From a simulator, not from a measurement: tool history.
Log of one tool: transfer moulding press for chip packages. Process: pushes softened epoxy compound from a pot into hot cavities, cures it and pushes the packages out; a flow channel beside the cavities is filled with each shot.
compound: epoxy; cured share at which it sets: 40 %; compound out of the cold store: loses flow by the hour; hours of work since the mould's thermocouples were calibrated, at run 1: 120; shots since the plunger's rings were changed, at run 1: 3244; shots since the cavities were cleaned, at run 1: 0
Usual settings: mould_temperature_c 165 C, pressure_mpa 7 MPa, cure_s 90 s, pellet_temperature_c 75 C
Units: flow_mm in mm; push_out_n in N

| run | hour | mould_temperature_c | pressure_mpa | cure_s | pellet_temperature_c | hours of work since the mould's thermocouples were calibrated | shots since the plunger's rings were changed | shots since the cavities were cleaned | incoming compound's hours out of the cold store | flow_mm | push_out_n |
|---|---|---|---|---|---|---|---|---|---|---|---|
| 1 | 0 | 165 | 7 | 90 | 75 | 120 | 3244 | 0 | 31.7 | 874 | 202 |
| 2 | 64.4 | 165 | 7 | 90 | 75 | 148 | 3845 | 601 | 39.3 | 826 | 366 |
|  | 100.6 | cavities cleaned with cleaning compound and waxed |
| 3 | 111.2 | 164 | 7 | 90 | 75 | 167 | 4268 | 99 | 17.6 | 926 | 556 |
| 4 | 139.1 | 169 | 7 | 90 | 75 | 179 | 4528 | 359 | 11.7 | 927 | 478 |
|  | 199.8 | cavities cleaned with cleaning compound and waxed |
| 5 | 202.9 | 165 | 7 | 90 | 75 | 206 | 5110 | 29 | 44.2 | 797 | 202 |
|  | 223.6 | plunger's sealing rings changed |
| 6 | 246.1 | 165 | 7 | 90 | 75 | 223 | 210 | 409 | 33.8 | 881 | 313 |
|  | 251.4 | cavities cleaned with cleaning compound and waxed, once more |
| 7 | 285.8 | 165 | 7 | 90 | 75 | 240 | 566 | 320 | 15.1 | 961 | 302 |
| 8 | 335.8 | 165 | 7 | 90 | 75 | 261 | 1033 | 787 | 13.1 | 966 | 400 |
|  | 351.2 | cavities cleaned with cleaning compound and waxed |
| 9 | 387.2 | 165 | 7 | 90 | 75 | 282 | 1499 | 336 | 25.3 | 910 | 314 |
| 10 | 432.1 | 165 | 7 | 90 | 75 | 301 | 1918 | 755 | 17.9 | 928 | 400 |
|  | 450.6 | cavities cleaned with cleaning compound and waxed |
| 11 | 474 | 165 | 7 | 90 | 81 | 319 | 2295 | 218 | 14.4 | 961 | 274 |
| 12 | 515.2 | 165 | 7 | 90 | 81 | 336 | 2680 | 603 | 11.4 | 961 | 379 |
|  | 548.8 | cavities cleaned with cleaning compound and waxed |
| 13 | 564 | 165 | 7 | 77 | 79 | 356 | 3121 | 141 | 30.1 | 872 | 293 |
| 14 | 604.2 | 163 | 7 | 77 | 85 | 374 | 3496 | 516 | 43.1 | 826 | 437 |
|  | 648.3 | cavities cleaned with cleaning compound and waxed |
| 15 | 670.7 | 173 | 8.35 | 71 | 82 | 401 | 4103 | 209 | 23.7 | 943 | 275 |
| 16 | 735.5 | 165 | 8.05 | 90 | 65 | 429 | 4708 | 814 | 38.7 | 889 | 397 |
|  | 748.6 | cavities cleaned with cleaning compound and waxed |
| 17 | 789.1 | 165 | 8.05 | 90 | 65 | 451 | 5194 | 378 | 39.4 | 895 | 309 |
|  | 798.7 | plunger's sealing rings changed |
|  | 850.6 | cavities cleaned with cleaning compound and waxed |
| 18 | 855.5 | 168 | 7.48 | 85 | 81 | 478 | 515 | 45 | 20.6 | 959 | 209 |
| 19 | 892.2 | 169 | 7.48 | 102 | 81 | 494 | 858 | 388 | 33.8 | 912 | 297 |
|  | 949.4 | cavities cleaned with cleaning compound and waxed |
| 20 | 949.4 | 169 | 6.32 | 102 | 81 | 518 | 1378 | 0 | 31.1 | 833 | 183 |
| 21 | 979.1 | 165 | 7 | 77 | 75 | 530 | 1655 | 277 | 12.5 | 955 | 370 |
| 22 | 1040.2 | 159 | 7 | 77 | 75 | 556 | 2225 | 847 | 33.6 | 889 | 760 |

3 ways to go on from here, each from the tool as it stands after run 22. What would each give?
|  | 1052.1 | cavities cleaned with cleaning compound and waxed |
| A | 1101.9 | 171 | 6.1 | 77 | 75 | 582 | 2788 | 466 | 41 | ? | ? |
|  | 1052.1 | cavities cleaned with cleaning compound and waxed |
| B | 1101.9 | 163 | 8.41 | 77 | 75 | 582 | 2788 | 466 | 28.8 | ? | ? |
|  | 1052.1 | cavities cleaned with cleaning compound and waxed |
| C | 1101.9 | 165 | 8.77 | 93 | 75 | 582 | 2788 | 466 | 17.6 | ? | ? |

| run | flow_mm | push_out_n |
|---|---|---|
| A | 761 | 327 |
| B | 993 | 483 |
| C | 1040 | 342 |
Without the tool's hidden state the same runs would have given:
| run | flow_mm | push_out_n |
|---|---|---|
| A | 781 | 195 |
| B | 1017 | 275 |
| C | 1066 | 199 |
